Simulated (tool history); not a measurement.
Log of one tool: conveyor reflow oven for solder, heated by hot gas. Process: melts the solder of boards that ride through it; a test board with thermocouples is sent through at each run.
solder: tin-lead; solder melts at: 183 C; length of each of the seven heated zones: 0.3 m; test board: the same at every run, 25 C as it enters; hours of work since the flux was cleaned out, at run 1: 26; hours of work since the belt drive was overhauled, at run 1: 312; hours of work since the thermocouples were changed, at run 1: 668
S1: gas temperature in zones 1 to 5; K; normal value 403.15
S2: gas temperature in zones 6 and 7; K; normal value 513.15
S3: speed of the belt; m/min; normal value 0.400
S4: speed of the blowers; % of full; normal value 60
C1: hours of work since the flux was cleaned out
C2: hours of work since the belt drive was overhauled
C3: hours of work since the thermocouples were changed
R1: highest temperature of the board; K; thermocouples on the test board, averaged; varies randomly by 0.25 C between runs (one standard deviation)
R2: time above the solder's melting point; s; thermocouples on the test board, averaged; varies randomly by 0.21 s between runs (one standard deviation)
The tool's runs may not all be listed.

run   hour      S1      S2     S3  S4   C1   C2   C3      R1    R2
  1    0.0  403.15  513.15  0.400  60   26  312  668  493.15  67.1
  2   24.6  403.15  513.15  0.400  60   38  323  680  492.65  66.6
  3   42.3  403.15  513.15  0.355  60   46  332  688  496.95  80.2
      52.2  -- thermocouples of zones 6 and 7 changed
  4   71.9  403.15  513.15  0.400  60   59  344    9  495.25  68.6
  5   87.0  403.15  505.15  0.400  60   66  352   16  488.05  62.3
  6  115.0  403.15  513.15  0.358  60   79  365   30  498.85  80.6
  7  133.3  403.15  513.15  0.400  60   88  373   38  495.25  68.4
  8  150.9  403.15  513.15  0.400  60   96  382   46  494.85  68.4
  9  174.2  403.15  513.15  0.400  60  107  393   57  494.85  68.1
 10  199.1  403.15  522.15  0.400  60  119  404   69  503.05  74.5
 11  218.2  403.15  522.15  0.400  60  128  413   78  502.65  74.5
 12  239.0  403.15  522.15  0.400  67  138  423   88  504.95  76.0
 13  254.4  403.15  522.15  0.400  67  145  430   95  504.65  75.9
 14  274.4  393.15  513.15  0.400  60  154  440  105  492.45  63.0
 15  290.0  403.15  513.15  0.400  60  162  447  112  494.75  67.8
 16  316.3  396.15  517.15  0.444  68  174  460  124  494.85  59.2
 17  333.9  394.15  513.15  0.400  71  182  468  133  496.35  66.5
 18  359.9  395.15  501.15  0.417  75  195  480  145  484.95  54.6
 19  384.1  404.15  522.15  0.416  71  206  491  156  503.85  72.9
 20  405.6  404.15  522.15  0.416  71  216  502  166  503.65  72.8
 21  432.1  402.15  527.15  0.416  74  229  514  179  508.65  75.4
 22  444.7  403.15  513.15  0.366  60  234  520  185  496.55  77.1
 23  458.1  403.15  513.15  0.373  60  241  526  191  495.95  74.8
 24  478.9  398.15  504.15  0.400  84  251  536  201  490.45  64.6
     493.8  -- flux residue cleaned out of gas plates and filters
 25  497.4  389.15  527.15  0.478  78    2  542  207  504.05  58.9
 26  521.6  389.15  506.15  0.478  78   13  554  219  484.95  45.3
 27  536.9  389.15  506.15  0.478  78   20  561  226  485.25  45.5
 28  550.2  393.15  506.15  0.345  78   27  567  232  495.75  79.3
 29  569.0  398.15  505.15  0.427  82   35  576  241  489.75  59.7
 30  587.4  398.15  505.15  0.427  82   44  585  250  490.25  59.9

Results for each run, recomputed without the tool's hidden state and with each run's random variation untouched:
Unlogged tool condition in this case: heat that the gas passes to the board, % of a clean oven's; belt's true speed, % of the reading; true gas temperature in zones 6 and 7 over the reading, C; drift of the gauge itself on peak_c, C; drift of the gauge itself on liquid_s, %.
run      R1    R2
  1  495.55  68.9
  2  495.15  68.5
  3  499.65  82.1
  4  495.45  68.5
  5  488.25  62.3
  6  499.15  80.6
  7  495.65  68.6
  8  495.35  68.6
  9  495.45  68.4
 10  503.75  74.7
 11  503.45  74.7
 12  505.95  76.3
 13  505.65  76.3
 14  493.45  63.8
 15  495.85  68.5
 16  496.25  60.1
 17  497.75  67.5
 18  486.45  56.2
 19  505.45  73.6
 20  505.35  73.6
 21  510.55  76.1
 22  498.15  78.1
 23  497.55  76.0
 24  492.45  66.5
 25  504.65  59.0
 26  485.65  45.7
 27  485.95  46.0
 28  496.55  79.5
 29  490.75  60.2
 30  491.25  60.4

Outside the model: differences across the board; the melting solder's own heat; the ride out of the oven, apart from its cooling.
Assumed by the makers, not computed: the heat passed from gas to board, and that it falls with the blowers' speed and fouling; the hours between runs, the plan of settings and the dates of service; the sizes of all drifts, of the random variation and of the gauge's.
